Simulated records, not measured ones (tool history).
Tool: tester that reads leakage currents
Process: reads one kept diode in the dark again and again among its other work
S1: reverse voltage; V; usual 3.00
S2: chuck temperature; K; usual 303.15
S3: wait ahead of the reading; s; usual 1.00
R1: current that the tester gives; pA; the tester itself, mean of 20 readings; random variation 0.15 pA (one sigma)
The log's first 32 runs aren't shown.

run	hour	S1	S2	S3	R1
33	694.2	11.62	301.15	2.79	78.87
34	718.9	3.00	307.15	1.39	72.12
35	736.2	3.00	307.15	1.39	71.64
36	760.2	6.21	312.15	1.39	130.13
37	786.8	12.52	302.15	0.55	89.83
38	800.9	3.00	313.15	0.55	108.56
39	829.9	4.07	299.15	0.55	47.41
# hour 845.9: chuck's temperature calibrated
40	862.8	14.02	331.15	1.00	516.21
41	889.4	3.62	325.15	1.00	228.20

3 ways to go on from here, each from the tool as it stands after run 41. What would each give?
A	906.3	10.82	303.15	1.00	?
B	906.3	5.71	325.15	4.43	?
C	906.3	3.62	294.15	1.00	?

run	R1
A	81.57
B	264.61
C	28.96
Without the tool's hidden state the same runs would have given:
run	R1
A	73.53
B	260.54
C	26.26
